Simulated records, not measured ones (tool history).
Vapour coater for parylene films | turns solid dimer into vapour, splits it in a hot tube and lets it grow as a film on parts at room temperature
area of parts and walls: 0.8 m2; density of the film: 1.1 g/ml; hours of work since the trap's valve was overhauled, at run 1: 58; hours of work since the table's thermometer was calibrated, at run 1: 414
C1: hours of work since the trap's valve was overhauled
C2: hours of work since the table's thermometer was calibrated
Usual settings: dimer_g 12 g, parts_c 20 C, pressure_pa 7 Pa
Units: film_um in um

Run 1, hour 0: usual settings; C1 58; C2 414. Result: film_um 8.21 um.
Run 2, hour 49.4: usual settings; C1 80; C2 436. Result: film_um 8.29 um.
Run 3, hour 103.4: usual settings but parts_c 28 C; C1 104; C2 460. Result: film_um 5.71 um.
Run 4, hour 137.3: usual settings but parts_c 28 C; C1 119; C2 475. Result: film_um 5.68 um.
Run 5, hour 173.8: usual settings but parts_c 28 C; C1 135; C2 491. Result: film_um 5.69 um.
Run 6, hour 230.8: usual settings; C1 160; C2 516. Result: film_um 7.88 um.
Run 7, hour 265.9: usual settings; C1 176; C2 532. Result: film_um 7.82 um.
Run 8, hour 308.9: usual settings; C1 195; C2 551. Result: film_um 7.93 um.
Run 9, hour 350.4: usual settings but parts_c 24 C; C1 213; C2 569. Result: film_um 6.53 um.
Run 10, hour 416.5: usual settings but parts_c 16 C; C1 242; C2 598. Result: film_um 9.02 um.
Run 11, hour 471.9: usual settings but parts_c 16 C; C1 267; C2 623. Result: film_um 9.01 um.
Run 12, hour 510.2: usual settings but pressure_pa 3.28 Pa; C1 284; C2 640. Result: film_um 8.99 um.
Run 13, hour 563.4: usual settings but pressure_pa 3.28 Pa; C1 307; C2 663. Result: film_um 9.03 um.
At hour 607.6: trap's valve overhauled.
Run 14, hour 622.9: usual settings but pressure_pa 3.28 Pa; C1 7; C2 688. Result: film_um 9.74 um.
Run 15, hour 651.9: usual settings; C1 20; C2 701. Result: film_um 8.27 um.
Run 16, hour 711.9: usual settings; C1 46; C2 727. Result: film_um 8.27 um.
Run 17, hour 763.7: usual settings; C1 69; C2 750. Result: film_um 8.08 um.
Run 18, hour 796.6: usual settings; C1 84; C2 765. Result: film_um 8.14 um.
Run 19, hour 824: usual settings; C1 96; C2 777. Result: film_um 8.04 um.
Run 20, hour 861.4: usual settings but dimer_g 5 g; C1 112; C2 793. Result: film_um 3.25 um.
Run 21, hour 905.9: usual settings but dimer_g 5 g; C1 132; C2 813. Result: film_um 3.29 um.
Run 22, hour 933.7: usual settings but parts_c 13 C; C1 144; C2 825. Result: film_um 10.59 um.
Run 23, hour 972.8: usual settings; C1 161; C2 842. Result: film_um 7.93 um.
Run 24, hour 1022.6: usual settings; C1 183; C2 864. Result: film_um 7.86 um.
Run 25, hour 1063.4: usual settings but dimer_g 6 g, pressure_pa 5.59 Pa; C1 201; C2 882. Result: film_um 4.05 um.
Run 26, hour 1129.4: usual settings but dimer_g 6 g, pressure_pa 5.59 Pa; C1 231; C2 912. Result: film_um 4.08 um.
Run 27, hour 1179: usual settings but parts_c 18 C, pressure_pa 7.91 Pa; C1 253; C2 934. Result: film_um 8.05 um.
Run 28, hour 1238.9: usual settings but dimer_g 5 g, parts_c 14 C, pressure_pa 11.03 Pa; C1 279; C2 960. Result: film_um 3.6 um.
Run 29, hour 1301.4: usual settings but dimer_g 13 g, parts_c 14 C, pressure_pa 11.03 Pa; C1 307; C2 988. Result: film_um 9.28 um.
At hour 1346.1: trap's valve overhauled.
Run 30, hour 1356.1: usual settings but dimer_g 13 g, parts_c 14 C, pressure_pa 11.03 Pa; C1 4; C2 1010. Result: film_um 10.39 um.
Run 31, hour 1419: usual settings but pressure_pa 2.18 Pa; C1 32; C2 1038. Result: film_um 10.75 um.
Run 32, hour 1481.8: usual settings but dimer_g 10 g, parts_c 14 C, pressure_pa 2.18 Pa; C1 60; C2 1066. Result: film_um 10.78 um.
Run 33, hour 1515: usual settings but dimer_g 18 g, parts_c 19 C, pressure_pa 6.08 Pa; C1 75; C2 1080. Result: film_um 12.98 um.
Run 34, hour 1551.5: usual settings but dimer_g 18 g, parts_c 19 C, pressure_pa 6.08 Pa; C1 91; C2 1096. Result: film_um 12.86 um.
Run 35, hour 1587.7: usual settings but dimer_g 18 g, parts_c 24 C, pressure_pa 10.15 Pa; C1 107; C2 1112. Result: film_um 9.39 um.
Run 36, hour 1632.8: usual settings but parts_c 18 C, pressure_pa 7.53 Pa; C1 127; C2 1132. Result: film_um 8.42 um.
Run 37, hour 1699.2: usual settings but dimer_g 14 g, parts_c 15 C, pressure_pa 2.47 Pa; C1 156; C2 1162. Result: film_um 14.08 um.
Run 38, hour 1751.9: usual settings but dimer_g 14 g, parts_c 15 C, pressure_pa 2.47 Pa; C1 179; C2 1185. Result: film_um 14.24 um.
Run 39, hour 1794.4: usual settings but dimer_g 17 g, parts_c 28 C, pressure_pa 3.7 Pa; C1 198; C2 1204. Result: film_um 8.9 um.
Run 40, hour 1848.4: usual settings but parts_c 23 C, pressure_pa 4.01 Pa; C1 222; C2 1228. Result: film_um 7.74 um.
Run 41, hour 1910.6: usual settings but pressure_pa 2.49 Pa; C1 249; C2 1255. Result: film_um 9.67 um.
Run 42, hour 1967: usual settings but pressure_pa 2.49 Pa; C1 274; C2 1280. Result: film_um 9.49 um.
Run 43, hour 1997.2: usual settings but dimer_g 17 g, parts_c 16 C; C1 288; C2 1293. Result: film_um 12.57 um.
Run 44, hour 2049.1: usual settings but dimer_g 17 g, parts_c 16 C; C1 311; C2 1316. Result: film_um 12.55 um.
At hour 2085: trap's valve overhauled.
Run 45, hour 2094.1: usual settings but parts_c 16 C, pressure_pa 3.43 Pa; C1 4; C2 1334. Result: film_um 11.59 um.
Run 46, hour 2153.2: usual settings but pressure_pa 2.56 Pa; C1 30; C2 1360. Result: film_um 10.23 um.
Run 47, hour 2208.1: usual settings but parts_c 32 C, pressure_pa 2.9 Pa; C1 54; C2 1385. Result: film_um 5.91 um.

How the hidden state differs across the entries between the runs, from the last listed run before each to the first after it:
Between runs 13 and 14: trap's valve overhauled (hour 607.6)
  vapour lost through the trap's worn valve, %: 10.7 -> 0.5; true temperature of the parts over the reading, C: 0.37 -> 0.39
  measured less the result without the state, film_um: -1.25 -> -0.21 um
Between runs 29 and 30: trap's valve overhauled (hour 1346.1)
  vapour lost through the trap's worn valve, %: 10.5 -> 0.6; true temperature of the parts over the reading, C: 0.55 -> 0.56
  measured less the result without the state, film_um: -1.35 -> -0.32 um
Between runs 44 and 45: trap's valve overhauled (hour 2085)
  vapour lost through the trap's worn valve, %: 10.6 -> 0.3; true temperature of the parts over the reading, C: 0.73 -> 0.74
  measured less the result without the state, film_um: -1.93 -> -0.41 um

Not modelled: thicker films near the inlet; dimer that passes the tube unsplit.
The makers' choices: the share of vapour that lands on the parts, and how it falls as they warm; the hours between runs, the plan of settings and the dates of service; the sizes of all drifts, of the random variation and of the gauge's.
